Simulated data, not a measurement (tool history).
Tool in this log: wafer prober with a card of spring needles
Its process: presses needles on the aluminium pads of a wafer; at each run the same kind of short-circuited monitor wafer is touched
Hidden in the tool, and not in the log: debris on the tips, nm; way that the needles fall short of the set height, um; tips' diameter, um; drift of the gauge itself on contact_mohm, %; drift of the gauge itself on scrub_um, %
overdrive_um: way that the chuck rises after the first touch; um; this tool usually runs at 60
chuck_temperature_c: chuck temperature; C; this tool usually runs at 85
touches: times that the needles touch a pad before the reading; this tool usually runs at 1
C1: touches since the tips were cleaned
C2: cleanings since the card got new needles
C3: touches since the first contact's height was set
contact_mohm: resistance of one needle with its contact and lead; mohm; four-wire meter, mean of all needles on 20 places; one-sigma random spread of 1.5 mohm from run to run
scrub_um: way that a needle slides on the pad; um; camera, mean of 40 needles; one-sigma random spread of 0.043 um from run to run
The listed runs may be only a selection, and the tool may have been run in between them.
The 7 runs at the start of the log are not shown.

At hour 251.3: tips cleaned on abrasive film.
Run 8, hour 265.5: usual settings; C1 2460; C2 38; C3 134844. Result: contact_mohm 136 mohm, scrub_um 16.15 um.
At hour 271.2: tips cleaned on abrasive film.
At hour 291.1: tips cleaned on abrasive film.
At hour 312.5: tips cleaned on abrasive film.
Run 9, hour 316.8: usual settings; C1 751; C2 41; C3 143673. Result: contact_mohm 138 mohm, scrub_um 16.16 um.
At hour 332.8: tips cleaned on abrasive film.
Run 10, hour 344.4: usual settings but chuck_temperature_c 36 C; C1 2001; C2 42; C3 148431. Result: contact_mohm 128 mohm, scrub_um 16.15 um.
At hour 351.7: tips cleaned on abrasive film.
At hour 373.8: tips cleaned on abrasive film.
Run 11, hour 375.6: usual settings but chuck_temperature_c 36 C; C1 312; C2 44; C3 153804. Result: contact_mohm 127 mohm, scrub_um 16.16 um.
At hour 394.4: tips cleaned on abrasive film.
Run 12, hour 405.7: usual settings but chuck_temperature_c 36 C; C1 1951; C2 45; C3 158987. Result: contact_mohm 129 mohm, scrub_um 16.15 um.
At hour 413.6: tips cleaned on abrasive film.
At hour 435.1: tips cleaned on abrasive film.
At hour 454.3: tips cleaned on abrasive film.
Run 13, hour 454.3: usual settings but chuck_temperature_c 36 C; C1 0; C2 48; C3 167355. Result: contact_mohm 130 mohm, scrub_um 16.09 um.
At hour 473.1: tips cleaned on abrasive film.
At hour 494.7: tips cleaned on abrasive film.
Run 14, hour 500.1: usual settings; C1 927; C2 50; C3 175238. Result: contact_mohm 135 mohm, scrub_um 16.12 um.
At hour 506.8: height of the first contact set anew.
At hour 514.1: tips cleaned on abrasive film.
At hour 534.9: tips cleaned on abrasive film.
At hour 555.4: tips cleaned on abrasive film.
Run 15, hour 558.4: usual settings; C1 511; C2 53; C3 8884. Result: contact_mohm 137 mohm, scrub_um 16.06 um.
At hour 575.5: tips cleaned on abrasive film.
Run 16, hour 583.7: usual settings; C1 1422; C2 54; C3 13250. Result: contact_mohm 138 mohm, scrub_um 16.06 um.
At hour 596.9: tips cleaned on abrasive film.
At hour 618.2: tips cleaned on abrasive film.
Run 17, hour 625.5: usual settings; C1 1261; C2 56; C3 20451. Result: contact_mohm 138 mohm, scrub_um 16.09 um.
At hour 641.5: tips cleaned on abrasive film.
Run 18, hour 658.9: usual settings but overdrive_um 62 um, chuck_temperature_c 69 C; C1 3028; C2 57; C3 26221. Result: contact_mohm 135 mohm, scrub_um 16.55 um.
At hour 662.1: tips cleaned on abrasive film.
At hour 682.6: tips cleaned on abrasive film.
At hour 701.6: tips cleaned on abrasive film.
Run 19, hour 714.8: usual settings but overdrive_um 62 um, chuck_temperature_c 80 C, touches 2; C1 2285; C2 60; C3 35844. Result: contact_mohm 135 mohm, scrub_um 16.54 um.
At hour 724.2: tips cleaned on abrasive film.
Run 20, hour 740.5: usual settings but overdrive_um 62 um, chuck_temperature_c 80 C, touches 2; C1 2815; C2 61; C3 40262. Result: contact_mohm 134 mohm, scrub_um 16.56 um.
At hour 743.8: tips cleaned on abrasive film.
At hour 763.4: tips cleaned on abrasive film.
Run 21, hour 776.7: usual settings but overdrive_um 62 um, chuck_temperature_c 80 C, touches 2; C1 2304; C2 63; C3 46495. Result: contact_mohm 136 mohm, scrub_um 16.58 um.
At hour 785: tips cleaned on abrasive film.
At hour 806.6: tips cleaned on abrasive film.
Run 22, hour 811: usual settings but overdrive_um 72 um, chuck_temperature_c 28 C, touches 2; C1 758; C2 65; C3 52397. Result: contact_mohm 129 mohm, scrub_um 19.16 um.
At hour 828.1: tips cleaned on abrasive film.
At hour 849: tips cleaned on abrasive film.
Run 23, hour 866.8: usual settings but chuck_temperature_c 35 C; C1 3071; C2 67; C3 62016. Result: contact_mohm 129 mohm, scrub_um 15.9 um.
At hour 870.4: tips cleaned on abrasive film.
At hour 891.2: tips cleaned on abrasive film.
Run 24, hour 902.8: usual settings but overdrive_um 80 um, chuck_temperature_c 97 C; C1 2007; C2 69; C3 68222. Result: contact_mohm 133 mohm, scrub_um 21.25 um.
At hour 912.8: tips cleaned on abrasive film.
At hour 932.4: tips cleaned on abrasive film.
At hour 951.2: gauge calibrated.
At hour 951.3: tips cleaned on abrasive film.
Run 25, hour 953.8: usual settings but overdrive_um 51 um, chuck_temperature_c 32 C, touches 2; C1 444; C2 72; C3 77002. Result: contact_mohm 133 mohm, scrub_um 13.84 um.
At hour 972.7: tips cleaned on abrasive film.
At hour 992.1: tips cleaned on abrasive film.
Run 26, hour 1005.1: usual settings but chuck_temperature_c 31 C, touches 2; C1 2249; C2 74; C3 85846. Result: contact_mohm 128 mohm, scrub_um 16.31 um.
At hour 1013.9: tips cleaned on abrasive film.
At hour 1034.4: tips cleaned on abrasive film.
At hour 1053.7: tips cleaned on abrasive film.
Run 27, hour 1056.2: usual settings but chuck_temperature_c 31 C, touches 2; C1 442; C2 77; C3 94639. Result: contact_mohm 125 mohm, scrub_um 16.35 um.
At hour 1072.8: tips cleaned on abrasive film.
At hour 1093.3: tips cleaned on abrasive film.
Run 28, hour 1098.1: usual settings but chuck_temperature_c 31 C, touches 2; C1 836; C2 79; C3 101850. Result: contact_mohm 130 mohm, scrub_um 16.24 um.
At hour 1114.4: tips cleaned on abrasive film.
At hour 1133.4: tips cleaned on abrasive film.
Run 29, hour 1137.1: usual settings but chuck_temperature_c 31 C, touches 2; C1 630; C2 81; C3 108562. Result: contact_mohm 128 mohm, scrub_um 16.28 um.

Run 30 has not been measured yet. What should we expect?
At hour 1152.6: tips cleaned on abrasive film.
At hour 1172.4: tips cleaned on abrasive film.
At hour 1192.9: tips cleaned on abrasive film.
Run 30, hour 1194: usual settings but overdrive_um 45 um, touches 3; C1 195; C2 84; C3 118367. Result: contact_mohm ?, scrub_um ?.

contact_mohm: 145 mohm
scrub_um: 12.09 um
With no hidden state in the tool, this same run would have given contact_mohm 145 mohm, scrub_um 12.17 um.
